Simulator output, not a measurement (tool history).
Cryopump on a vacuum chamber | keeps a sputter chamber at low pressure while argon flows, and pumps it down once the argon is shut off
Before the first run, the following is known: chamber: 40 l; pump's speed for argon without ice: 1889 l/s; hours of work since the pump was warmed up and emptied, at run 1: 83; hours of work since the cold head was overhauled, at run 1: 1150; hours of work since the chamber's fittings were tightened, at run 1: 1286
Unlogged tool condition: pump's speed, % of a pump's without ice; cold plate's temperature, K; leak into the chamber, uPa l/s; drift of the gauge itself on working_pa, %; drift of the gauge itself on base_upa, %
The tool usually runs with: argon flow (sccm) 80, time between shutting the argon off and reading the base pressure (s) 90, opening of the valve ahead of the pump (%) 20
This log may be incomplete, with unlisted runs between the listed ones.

run	hour	argon flow (sccm)	time between shutting the argon off and reading the base pressure (s)	opening of the valve ahead of the pump (%)	hours of work since the pump was warmed up and emptied	hours of work since the cold head was overhauled	hours of work since the chamber's fittings were tightened	pressure while argon flows (Pa)	pressure after the wait (uPa)
1	0	80	90	20	83	1150	1286	0.3619	0.84
2	52.6	80	90	20	116	1182	1318	0.3651	0.83
3	85.3	80	90	26	136	1203	1339	0.2798	0.86
4	125.5	80	90	20	161	1228	1363	0.3644	0.82
5	169.2	80	90	20	188	1255	1391	0.3702	0.88
6	192.2	80	90	20	202	1269	1405	0.3679	0.88
7	233.9	80	90	20	228	1295	1430	0.3687	0.86
8	268.6	80	90	20	249	1316	1452	0.3718	0.95
9	295.2	80	90	20	266	1333	1468	0.3726	0.93
10	324.8	80	90	20	284	1351	1487	0.3733	0.95
11	361.5	80	90	20	307	1373	1509	0.3762	0.94
12	401.9	80	90	54	332	1398	1534	0.1524	0.98
# hour 420.6: pump warmed up, emptied and cooled again
13	459.2	80	90	54	24	1431	1567	0.1345	0.9
14	500.4	79	90	43	49	1456	1592	0.1672	0.86
15	544.9	63	21	43	77	1484	1620	0.1352	2.17
16	583.4	51	90	38	101	1508	1643	0.1233	0.89
17	616.5	51	90	38	121	1528	1664	0.1249	0.97
18	662.3	60	90	54	149	1556	1692	0.1073	0.96
19	706.4	106	90	55	177	1584	1720	0.1863	0.94
20	739.7	80	38	21	197	1604	1740	0.3536	1.5
21	764	80	38	21	212	1619	1755	0.3563	1.46
22	804.9	80	134	45	238	1645	1780	0.1744	0.87
23	831.7	58	90	25	254	1661	1797	0.2199	1.07
24	877.3	58	90	25	282	1689	1825	0.221	1.03

For some of the steps in pressure while argon flows (Pa) from one run to the next: how much would appear even if the tool had no hidden state, given the settings, what came in and random variation, and how much remains for the hidden state plus any gauge scatter that the measured result and the result without hidden state don't share?
Run 11 -> 12: opening of the valve ahead of the pump (%) 20 -> 54. pressure while argon flows (Pa) -0.2238: hidden state +0.002, all else -0.2258.
Run 12 -> 13: pump warmed up, emptied and cooled again. pressure while argon flows (Pa) -0.0179: hidden state -0.0188, all else +0.0009.
Run 18 -> 19: argon flow (sccm) 60 -> 106, opening of the valve ahead of the pump (%) 54 -> 55. pressure while argon flows (Pa) +0.079: hidden state +0.0076, all else +0.0714.
Run 21 -> 22: time between shutting the argon off and reading the base pressure (s) 38 -> 134, opening of the valve ahead of the pump (%) 21 -> 45. pressure while argon flows (Pa) -0.1819: hidden state +0.0018, all else -0.1837.
